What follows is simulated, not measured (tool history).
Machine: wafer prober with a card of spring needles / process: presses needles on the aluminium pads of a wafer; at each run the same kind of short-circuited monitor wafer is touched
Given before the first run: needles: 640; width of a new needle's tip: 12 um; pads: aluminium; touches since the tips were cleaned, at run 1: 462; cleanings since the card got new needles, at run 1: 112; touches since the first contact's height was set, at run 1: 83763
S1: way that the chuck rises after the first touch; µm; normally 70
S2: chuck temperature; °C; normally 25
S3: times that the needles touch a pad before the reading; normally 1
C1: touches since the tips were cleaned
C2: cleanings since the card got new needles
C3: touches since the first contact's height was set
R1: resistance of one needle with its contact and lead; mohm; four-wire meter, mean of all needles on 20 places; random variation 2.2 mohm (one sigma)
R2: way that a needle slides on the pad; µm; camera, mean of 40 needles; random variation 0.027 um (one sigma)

run 1 day=0 | S1=70 S2=25 S3=1 | C1=462 C2=112 C3=83763 | R1=292 R2=11.61
-- day=0.333 tips cleaned on abrasive film
-- day=0.662 tips cleaned on abrasive film
-- day=1.075 tips cleaned on abrasive film
run 2 day=1.35 | S1=70 S2=25 S3=1 | C1=2759 C2=115 C3=97140 | R1=342 R2=11.56
-- day=1.438 tips cleaned on abrasive film
-- day=1.85 tips cleaned on abrasive film
-- day=2.262 tips cleaned on abrasive film
-- day=2.596 tips cleaned on abrasive film
-- day=3.008 tips cleaned on abrasive film
-- day=3.338 tips cleaned on abrasive film
-- day=3.754 tips cleaned on abrasive film
run 3 day=3.788 | S1=70 S2=25 S3=1 | C1=363 C2=122 C3=121189 | R1=277 R2=11.44
-- day=4.121 tips cleaned on abrasive film
-- day=4.45 tips cleaned on abrasive film
-- day=4.783 tips cleaned on abrasive film
-- day=5.196 tips cleaned on abrasive film
-- day=5.525 tips cleaned on abrasive film
-- day=5.858 tips cleaned on abrasive film
-- day=6.258 tips cleaned on abrasive film
run 4 day=6.258 | S1=70 S2=25 S3=1 | C1=0 C2=129 C3=145563 | R1=262 R2=11.33
-- day=6.588 tips cleaned on abrasive film
-- day=6.921 tips cleaned on abrasive film
-- day=7.25 tips cleaned on abrasive film
-- day=7.662 tips cleaned on abrasive film
-- day=7.996 tips cleaned on abrasive film
-- day=8.325 tips cleaned on abrasive film
-- day=8.504 height of the first contact set anew
run 5 day=8.629 | S1=70 S2=25 S3=1 | C1=2883 C2=135 C3=1250 | R1=357 R2=11.13
-- day=8.712 tips cleaned on abrasive film
-- day=9.046 tips cleaned on abrasive film
-- day=9.375 tips cleaned on abrasive film
-- day=9.788 tips cleaned on abrasive film
run 6 day=10.096 | S1=70 S2=25 S3=1 | C1=3053 C2=139 C3=15736 | R1=359 R2=11.1
-- day=10.179 tips cleaned on abrasive film
-- day=10.512 tips cleaned on abrasive film
-- day=10.842 tips cleaned on abrasive film
-- day=11.175 tips cleaned on abrasive film
run 7 day=11.442 | S1=70 S2=25 S3=1 | C1=2651 C2=143 C3=29005 | R1=351 R2=11.06
-- day=11.525 tips cleaned on abrasive film
-- day=11.938 tips cleaned on abrasive film
-- day=12.35 tips cleaned on abrasive film
run 8 day=12.521 | S1=70 S2=25 S3=1 | C1=1683 C2=146 C3=39672 | R1=333 R2=11.04
-- day=12.688 tips cleaned on abrasive film
-- day=12.783 height of the first contact set anew, once more
-- day=13.033 tips cleaned on abrasive film
-- day=13.362 tips cleaned on abrasive film
-- day=13.775 tips cleaned on abrasive film
-- day=14.108 tips cleaned on abrasive film
-- day=14.521 tips cleaned on abrasive film
run 9 day=14.821 | S1=70 S2=25 S3=1 | C1=3011 C2=152 C3=20161 | R1=355 R2=11.79
-- day=14.908 tips cleaned on abrasive film
-- day=15.242 tips cleaned on abrasive film
-- day=15.571 tips cleaned on abrasive film
-- day=15.904 tips cleaned on abrasive film
-- day=16.233 tips cleaned on abrasive film
-- day=16.646 tips cleaned on abrasive film
-- day=16.979 tips cleaned on abrasive film
run 10 day=17.204 | S1=70 S2=25 S3=1 | C1=2271 C2=159 C3=43666 | R1=344 R2=11.64
-- day=17.371 tips cleaned on abrasive film
-- day=17.704 tips cleaned on abrasive film
-- day=18.117 tips cleaned on abrasive film
-- day=18.45 tips cleaned on abrasive film
run 11 day=18.567 | S1=70 S2=40 S3=1 | C1=1176 C2=163 C3=57092 | R1=320 R2=11.68
-- day=18.817 tips cleaned on abrasive film
-- day=19.146 tips cleaned on abrasive film
-- day=19.558 tips cleaned on abrasive film
-- day=19.892 tips cleaned on abrasive film
run 12 day=20.192 | S1=70 S2=25 S3=1 | C1=2991 C2=167 C3=73150 | R1=353 R2=11.58
-- day=20.275 tips cleaned on abrasive film
-- day=20.608 tips cleaned on abrasive film
-- day=21.021 tips cleaned on abrasive film
-- day=21.35 tips cleaned on abrasive film
-- day=21.683 tips cleaned on abrasive film
-- day=22.096 tips cleaned on abrasive film
run 13 day=22.225 | S1=70 S2=25 S3=1 | C1=1278 C2=173 C3=93211 | R1=321 R2=11.52
-- day=22.471 tips cleaned on abrasive film
-- day=22.888 tips cleaned on abrasive film
-- day=23.3 tips cleaned on abrasive film
-- day=23.629 tips cleaned on abrasive film
-- day=23.962 tips cleaned on abrasive film
run 14 day=24.067 | S1=70 S2=103 S3=2 | C1=1069 C2=178 C3=111432 | R1=310 R2=11.43
-- day=24.317 tips cleaned on abrasive film
-- day=24.729 tips cleaned on abrasive film
-- day=25.142 tips cleaned on abrasive film
run 15 day=25.179 | S1=53 S2=47 S3=1 | C1=353 C2=181 C3=122403 | R1=319 R2=8.53
-- day=25.508 tips cleaned on abrasive film
-- day=25.842 tips cleaned on abrasive film
-- day=26.171 tips cleaned on abrasive film
-- day=26.588 tips cleaned on abrasive film
-- day=26.917 tips cleaned on abrasive film
-- day=27.25 tips cleaned on abrasive film
-- day=27.662 tips cleaned on abrasive film
run 16 day=27.679 | S1=53 S2=47 S3=1 | C1=172 C2=188 C3=147075 | R1=300 R2=8.42
-- day=28.008 tips cleaned on abrasive film
-- day=28.421 tips cleaned on abrasive film
-- day=28.921 card fitted with new needles
-- day=29.254 tips cleaned on abrasive film
-- day=29.583 tips cleaned on abrasive film
-- day=29.996 tips cleaned on abrasive film
-- day=30.329 tips cleaned on abrasive film
run 17 day=30.471 | S1=84 S2=25 S3=1 | C1=1400 C2=4 C3=15284 | R1=285 R2=14.18
-- day=30.717 tips cleaned on abrasive film
-- day=31.133 tips cleaned on abrasive film
-- day=31.462 tips cleaned on abrasive film
run 18 day=31.596 | S1=60 S2=119 S3=1 | C1=1338 C2=7 C3=26422 | R1=327 R2=10.05
-- day=31.846 tips cleaned on abrasive film
-- day=32.179 tips cleaned on abrasive film
-- day=32.592 tips cleaned on abrasive film
-- day=33.004 tips cleaned on abrasive film
-- day=33.417 tips cleaned on abrasive film
-- day=33.829 tips cleaned on abrasive film
-- day=34.158 tips cleaned on abrasive film
run 19 day=34.2 | S1=78 S2=54 S3=3 | C1=393 C2=14 C3=52132 | R1=265 R2=13.04
-- day=34.529 tips cleaned on abrasive film
-- day=34.862 tips cleaned on abrasive film
-- day=35.192 tips cleaned on abrasive film
-- day=35.604 tips cleaned on abrasive film
-- day=36.021 tips cleaned on abrasive film
-- day=36.35 tips cleaned on abrasive film
run 20 day=36.454 | S1=58 S2=111 S3=2 | C1=1026 C2=20 C3=74392 | R1=305 R2=9.56
-- day=36.704 tips cleaned on abrasive film
-- day=37.033 tips cleaned on abrasive film
-- day=37.367 tips cleaned on abrasive film
-- day=37.696 tips cleaned on abrasive film
-- day=38.029 tips cleaned on abrasive film
run 21 day=38.192 | S1=58 S2=111 S3=2 | C1=1622 C2=25 C3=91533 | R1=316 R2=9.54
-- day=38.438 tips cleaned on abrasive film
-- day=38.771 tips cleaned on abrasive film
-- day=39.1 tips cleaned on abrasive film
-- day=39.433 tips cleaned on abrasive film
run 22 day=39.662 | S1=58 S2=64 S3=2 | C1=2300 C2=29 C3=106084 | R1=319 R2=9.45
-- day=39.829 tips cleaned on abrasive film
-- day=40.162 tips cleaned on abrasive film
-- day=40.575 tips cleaned on abrasive film
run 23 day=40.796 | S1=58 S2=64 S3=2 | C1=2218 C2=32 C3=117286 | R1=312 R2=9.41

Results per run with the tool's hidden condition removed, run-to-run variation unchanged:
The hidden state here: debris on the tips, nm; way that the needles fall short of the set height, um; tips' diameter, um; drift of the gauge itself on contact_mohm, %; drift of the gauge itself on scrub_um, %.
run=1 R1=255 R2=11.91
run=2 R1=250 R2=11.89
run=3 R1=248 R2=11.86
run=4 R1=251 R2=11.85
run=5 R1=250 R2=11.81
run=6 R1=250 R2=11.85
run=7 R1=248 R2=11.85
run=8 R1=250 R2=11.87
run=9 R1=249 R2=11.86
run=10 R1=248 R2=11.81
run=11 R1=257 R2=11.89
run=12 R1=245 R2=11.85
run=13 R1=246 R2=11.87
run=14 R1=270 R2=11.85
run=15 R1=260 R2=8.99
run=16 R1=260 R2=8.97
run=17 R1=247 R2=14.24
run=18 R1=278 R2=10.16
run=19 R1=258 R2=13.23
run=20 R1=274 R2=9.82
run=21 R1=275 R2=9.87
run=22 R1=261 R2=9.84
run=23 R1=260 R2=9.84

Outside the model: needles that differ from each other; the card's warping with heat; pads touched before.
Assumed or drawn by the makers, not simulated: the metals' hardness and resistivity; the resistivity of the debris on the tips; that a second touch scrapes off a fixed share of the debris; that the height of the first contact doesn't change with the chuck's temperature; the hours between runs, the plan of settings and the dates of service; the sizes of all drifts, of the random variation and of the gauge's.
